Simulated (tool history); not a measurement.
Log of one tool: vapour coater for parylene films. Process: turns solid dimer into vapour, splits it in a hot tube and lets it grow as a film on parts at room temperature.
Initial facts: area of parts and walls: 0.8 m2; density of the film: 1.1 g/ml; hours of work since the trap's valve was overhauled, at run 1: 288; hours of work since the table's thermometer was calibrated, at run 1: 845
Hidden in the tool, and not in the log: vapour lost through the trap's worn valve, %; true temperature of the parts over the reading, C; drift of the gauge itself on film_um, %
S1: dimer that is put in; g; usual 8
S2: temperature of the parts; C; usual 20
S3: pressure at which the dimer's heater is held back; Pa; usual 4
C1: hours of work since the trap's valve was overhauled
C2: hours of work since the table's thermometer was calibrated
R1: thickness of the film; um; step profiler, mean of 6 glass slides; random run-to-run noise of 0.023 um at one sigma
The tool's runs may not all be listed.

run	hour	S1	S2	S3	C1	C2	R1
1	0	8	20	4	288	845	4.93
2	67.4	8	20	4	339	896	4.91
# hour 136.4: trap's valve overhauled
3	153	8	20	4	13	957	4.9
4	211.5	8	20	4	57	1002	4.9
5	261.6	8	20	4	95	1040	4.89
6	301.2	8	20	4	125	1070	4.88
7	341.9	8	20	4	156	1100	4.88
8	409.3	8	18	4	206	1151	5.26
9	456.2	8	20	5.01	242	1187	4.74
10	497.1	8	20	5.01	273	1218	4.77
11	542.1	8	20	4	307	1252	4.92
12	593.7	5	20	4	346	1291	3.08
# hour 656.8: trap's valve overhauled
13	678	8	20	3.5	16	1352	5.02
14	723.1	8	20	3.5	50	1386	4.98
15	796.4	8	20	3.5	106	1441	4.96
16	850	8	20	3.5	146	1482	4.98
17	902.5	7	20	3.5	186	1521	4.37
# hour 927.1: table's thermometer calibrated
18	971.6	7	20	3.5	237	34	4.34
19	1046.8	7	20	3.5	294	91	4.35
20	1118.5	7	20	5.54	349	145	4.12
# hour 1174.4: trap's valve overhauled
21	1181.5	7	20	5.54	5	189	4.14
22	1220	7	20	5.54	35	219	4.12
23	1261.2	7	20	2.7	66	250	4.51
24	1346.2	11	20	4	130	314	6.74
25	1402.1	8	25	3.14	172	356	4.04
26	1469.7	12	31	3.14	223	407	4.76
27	1528	12	31	3.14	268	452	4.74
28	1590.1	12	31	3.14	314	499	4.78
29	1627.4	12	27	3.14	343	527	5.65
# hour 1689.2: trap's valve overhauled
30	1689.2	7	12	4.61	0	571	5.92
31	1748	7	12	4.61	44	615	5.94
32	1793.5	6	20	7.86	79	649	3.44
33	1845.7	6	22	5.05	118	689	3.28
34	1914.5	5	24	6.49	170	741	2.44
35	1972	5	24	6.49	214	784	2.45
36	2049.7	5	24	6.49	273	843	2.46
37	2100.1	3	20	4.78	311	881	1.82
38	2156.3	3	14	5.63	353	924	2.3
# hour 2205.1: trap's valve overhauled
39	2218.7	3	14	5.63	10	968	2.28
40	2305.5	13	30	3.09	76	1034	5.39
41	2348.6	4	30	8.81	109	1066	1.48
42	2418.2	10	12	7.93	161	1119	7.93
43	2472	8	23	4.62	202	1160	4.27
44	2527.5	8	23	4.62	244	1202	4.24
45	2592.9	6	28	8.52	293	1251	2.4
46	2662.3	8	32	5.42	346	1304	2.87
# hour 2722.4: trap's valve overhauled
47	2741.7	8	32	5.42	15	1361	2.86
48	2785.8	8	32	5.42	48	1394	2.88

Predict each of these 3 candidate next runs independently; none follows another, all start after run 48:
A	2872.4	6	25	5.42	113	1460	?
B	2872.4	12	20	7.16	113	1460	?
C	2872.4	8	32	8.18	113	1460	?

run	R1
A	2.9
B	6.94
C	2.74
Without the tool's unlogged condition, the same runs would have read:
run	R1
A	2.9
B	6.95
C	2.74

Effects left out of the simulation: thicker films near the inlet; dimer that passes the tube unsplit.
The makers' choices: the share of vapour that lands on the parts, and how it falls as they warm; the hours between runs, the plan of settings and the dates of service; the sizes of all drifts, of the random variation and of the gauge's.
